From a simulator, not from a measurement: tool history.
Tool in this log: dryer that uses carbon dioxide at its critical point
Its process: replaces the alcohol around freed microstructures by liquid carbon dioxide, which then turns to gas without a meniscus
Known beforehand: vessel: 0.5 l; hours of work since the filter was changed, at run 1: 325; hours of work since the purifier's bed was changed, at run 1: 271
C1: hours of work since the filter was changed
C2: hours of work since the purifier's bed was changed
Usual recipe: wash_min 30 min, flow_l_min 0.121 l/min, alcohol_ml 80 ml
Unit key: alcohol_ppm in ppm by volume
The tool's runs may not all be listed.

{"run": 1, "hour": 0.0, "wash_min": 30, "flow_l_min": 0.121, "alcohol_ml": 80, "C1": 325, "C2": 271, "alcohol_ppm": 1341}
{"run": 2, "hour": 21.0, "wash_min": 30, "flow_l_min": 0.121, "alcohol_ml": 80, "C1": 336, "C2": 282, "alcohol_ppm": 1405}
{"run": 3, "hour": 43.9, "wash_min": 30, "flow_l_min": 0.121, "alcohol_ml": 105, "C1": 348, "C2": 294, "alcohol_ppm": 1838}
{"run": 4, "hour": 70.8, "wash_min": 30, "flow_l_min": 0.121, "alcohol_ml": 105, "C1": 363, "C2": 309, "alcohol_ppm": 1895}
{"run": 5, "hour": 104.0, "wash_min": 47, "flow_l_min": 0.121, "alcohol_ml": 80, "C1": 380, "C2": 326, "alcohol_ppm": 142}
{"run": 6, "hour": 136.5, "wash_min": 47, "flow_l_min": 0.121, "alcohol_ml": 80, "C1": 398, "C2": 343, "alcohol_ppm": 135}
{"run": 7, "hour": 153.3, "wash_min": 47, "flow_l_min": 0.121, "alcohol_ml": 80, "C1": 407, "C2": 352, "alcohol_ppm": 131}
{"run": 8, "hour": 174.9, "wash_min": 47, "flow_l_min": 0.121, "alcohol_ml": 80, "C1": 418, "C2": 364, "alcohol_ppm": 157}
{"run": 9, "hour": 190.2, "wash_min": 47, "flow_l_min": 0.121, "alcohol_ml": 80, "C1": 426, "C2": 372, "alcohol_ppm": 137}
{"run": 10, "hour": 221.0, "wash_min": 47, "flow_l_min": 0.121, "alcohol_ml": 80, "C1": 443, "C2": 388, "alcohol_ppm": 152}
{"run": 11, "hour": 255.2, "wash_min": 47, "flow_l_min": 0.121, "alcohol_ml": 80, "C1": 461, "C2": 407, "alcohol_ppm": 153}
{"run": 12, "hour": 284.3, "wash_min": 20, "flow_l_min": 0.121, "alcohol_ml": 98, "C1": 476, "C2": 422, "alcohol_ppm": 9648}
{"run": 13, "hour": 307.0, "wash_min": 39, "flow_l_min": 0.121, "alcohol_ml": 27, "C1": 488, "C2": 434, "alcohol_ppm": 189}
{"run": 14, "hour": 340.6, "wash_min": 34, "flow_l_min": 0.202, "alcohol_ml": 98, "C1": 506, "C2": 452, "alcohol_ppm": 77}
{"hour": 344.2, "done": "inlet filter changed"}
{"run": 15, "hour": 371.0, "wash_min": 41, "flow_l_min": 0.196, "alcohol_ml": 103, "C1": 14, "C2": 468, "alcohol_ppm": 39}
{"run": 16, "hour": 403.2, "wash_min": 41, "flow_l_min": 0.196, "alcohol_ml": 103, "C1": 31, "C2": 485, "alcohol_ppm": 48}
{"run": 17, "hour": 430.7, "wash_min": 19, "flow_l_min": 0.152, "alcohol_ml": 59, "C1": 46, "C2": 499, "alcohol_ppm": 1929}
{"run": 18, "hour": 462.2, "wash_min": 30, "flow_l_min": 0.084, "alcohol_ml": 42, "C1": 63, "C2": 516, "alcohol_ppm": 2429}
{"run": 19, "hour": 486.3, "wash_min": 36, "flow_l_min": 0.121, "alcohol_ml": 43, "C1": 76, "C2": 529, "alcohol_ppm": 222}
{"run": 20, "hour": 522.3, "wash_min": 24, "flow_l_min": 0.121, "alcohol_ml": 43, "C1": 95, "C2": 548, "alcohol_ppm": 1498}
{"run": 21, "hour": 557.4, "wash_min": 18, "flow_l_min": 0.101, "alcohol_ml": 108, "C1": 113, "C2": 567, "alcohol_ppm": 16886}
{"run": 22, "hour": 584.0, "wash_min": 18, "flow_l_min": 0.101, "alcohol_ml": 108, "C1": 128, "C2": 581, "alcohol_ppm": 17421}

5 ways to go on from here, each from the tool as it stands after run 22. What would each give?
{"run": "A", "hour": 601.2, "wash_min": 38, "flow_l_min": 0.171, "alcohol_ml": 52, "C1": 137, "C2": 590, "alcohol_ppm": "?"}
{"run": "B", "hour": 601.2, "wash_min": 30, "flow_l_min": 0.203, "alcohol_ml": 80, "C1": 137, "C2": 590, "alcohol_ppm": "?"}
{"run": "C", "hour": 601.2, "wash_min": 29, "flow_l_min": 0.186, "alcohol_ml": 65, "C1": 137, "C2": 590, "alcohol_ppm": "?"}
{"run": "D", "hour": 601.2, "wash_min": 18, "flow_l_min": 0.101, "alcohol_ml": 23, "C1": 137, "C2": 590, "alcohol_ppm": "?"}
{"run": "E", "hour": 601.2, "wash_min": 23, "flow_l_min": 0.17, "alcohol_ml": 75, "C1": 137, "C2": 590, "alcohol_ppm": "?"}

run=A alcohol_ppm=58
run=B alcohol_ppm=74
run=C alcohol_ppm=102
run=D alcohol_ppm=3756
run=E alcohol_ppm=709
The same runs, with their run-to-run variation unchanged, on a tool lacking any hidden condition would have given:
run=A alcohol_ppm=13
run=B alcohol_ppm=21
run=C alcohol_ppm=40
run=D alcohol_ppm=3248
run=E alcohol_ppm=501

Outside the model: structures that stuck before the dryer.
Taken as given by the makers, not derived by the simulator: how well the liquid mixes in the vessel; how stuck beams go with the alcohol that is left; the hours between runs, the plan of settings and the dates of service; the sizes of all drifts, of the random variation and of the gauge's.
